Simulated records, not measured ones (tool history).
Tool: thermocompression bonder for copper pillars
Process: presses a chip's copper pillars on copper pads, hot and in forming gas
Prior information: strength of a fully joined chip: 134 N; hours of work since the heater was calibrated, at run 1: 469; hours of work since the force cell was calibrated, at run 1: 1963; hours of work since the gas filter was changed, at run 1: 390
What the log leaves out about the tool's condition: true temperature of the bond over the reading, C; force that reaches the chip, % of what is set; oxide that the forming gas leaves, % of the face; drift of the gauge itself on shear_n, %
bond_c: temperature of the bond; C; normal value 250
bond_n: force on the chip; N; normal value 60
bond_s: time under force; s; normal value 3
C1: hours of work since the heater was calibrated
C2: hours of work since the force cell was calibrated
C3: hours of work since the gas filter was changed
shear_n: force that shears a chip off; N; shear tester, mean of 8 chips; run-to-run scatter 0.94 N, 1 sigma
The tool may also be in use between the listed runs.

Run 1, hour 0: usual settings; C1 469; C2 1963; C3 390. Result: shear_n 79.6 N.
At hour 53.8: forming gas filter changed.
Run 2, hour 98.1: usual settings; C1 520; C2 2013; C3 23. Result: shear_n 80.6 N.
Run 3, hour 147.6: usual settings but bond_c 266 C; C1 545; C2 2039; C3 48. Result: shear_n 99.4 N.
At hour 194.8: force cell calibrated.
Run 4, hour 219: usual settings but bond_c 266 C; C1 581; C2 12; C3 84. Result: shear_n 94.3 N.
Run 5, hour 306.5: usual settings but bond_c 266 C; C1 626; C2 58; C3 130. Result: shear_n 91.8 N.
Run 6, hour 346: usual settings but bond_n 41 N; C1 647; C2 78; C3 150. Result: shear_n 55.5 N.
Run 7, hour 392.6: usual settings but bond_n 41 N; C1 671; C2 102; C3 174. Result: shear_n 55.1 N.
Run 8, hour 457.4: usual settings but bond_n 41 N; C1 704; C2 135; C3 207. Result: shear_n 53.4 N.
Run 9, hour 515.9: usual settings but bond_n 41 N; C1 734; C2 166; C3 238. Result: shear_n 55 N.
Run 10, hour 613.4: usual settings; C1 785; C2 216; C3 288. Result: shear_n 75 N.
Run 11, hour 688: usual settings; C1 823; C2 254; C3 326. Result: shear_n 73.1 N.
Run 12, hour 732: usual settings but bond_s 2 s; C1 846; C2 277; C3 349. Result: shear_n 64.7 N.
At hour 741.1: heater calibrated with a thermocouple chip.
Run 13, hour 804.2: usual settings but bond_s 2 s; C1 33; C2 313; C3 385. Result: shear_n 63.9 N.
At hour 869.1: forming gas filter changed.
Run 14, hour 893.4: usual settings but bond_c 270 C, bond_s 4 s; C1 78; C2 359; C3 13. Result: shear_n 103.9 N.
Run 15, hour 942.6: usual settings but bond_c 270 C, bond_s 4 s; C1 104; C2 384; C3 38. Result: shear_n 102.8 N.
Run 16, hour 987.3: usual settings but bond_c 270 C, bond_s 4 s; C1 127; C2 407; C3 61. Result: shear_n 102.4 N.
Run 17, hour 1069.7: usual settings but bond_c 225 C, bond_n 73 N; C1 169; C2 450; C3 103. Result: shear_n 59.3 N.
Run 18, hour 1143.1: usual settings but bond_n 50 N; C1 207; C2 488; C3 141. Result: shear_n 64.3 N.
Run 19, hour 1194.8: usual settings but bond_c 265 C, bond_s 2 s; C1 234; C2 514; C3 168. Result: shear_n 79 N.
Run 20, hour 1249: usual settings but bond_c 265 C, bond_s 2 s; C1 262; C2 542; C3 196. Result: shear_n 79.9 N.
At hour 1290.3: heater calibrated with a thermocouple chip, once more.
Run 21, hour 1307.7: usual settings but bond_c 227 C, bond_n 51 N, bond_s 4 s; C1 9; C2 572; C3 225. Result: shear_n 54.4 N.
Run 22, hour 1347.6: usual settings but bond_c 234 C, bond_n 58 N; C1 30; C2 592; C3 246. Result: shear_n 60.5 N.
Run 23, hour 1429.2: usual settings but bond_n 52 N; C1 72; C2 634; C3 288. Result: shear_n 72 N.
Run 24, hour 1473.8: usual settings but bond_c 277 C, bond_n 52 N, bond_s 6 s; C1 95; C2 657; C3 311. Result: shear_n 109.5 N.
Run 25, hour 1537.9: usual settings but bond_c 277 C, bond_n 52 N, bond_s 6 s; C1 128; C2 690; C3 344. Result: shear_n 111.1 N.
Run 26, hour 1607.1: usual settings but bond_c 261 C; C1 163; C2 726; C3 380. Result: shear_n 89 N.

Forecast each of these 3 alternatives for the next run:
Run A, hour 1651.2: usual settings but bond_s 5 s; C1 186; C2 749; C3 402. Result: shear_n ?.
Run B, hour 1651.2: usual settings but bond_c 260 C, bond_n 41 N; C1 186; C2 749; C3 402. Result: shear_n ?.
Run C, hour 1651.2: usual settings but bond_c 221 C; C1 186; C2 749; C3 402. Result: shear_n ?.

run  shear_n
  A     90.2
  B     68.5
  C     49.9
Without the tool's unlogged condition, the same runs would have read:
run  shear_n
  A     92.5
  B     69.7
  C     50.6
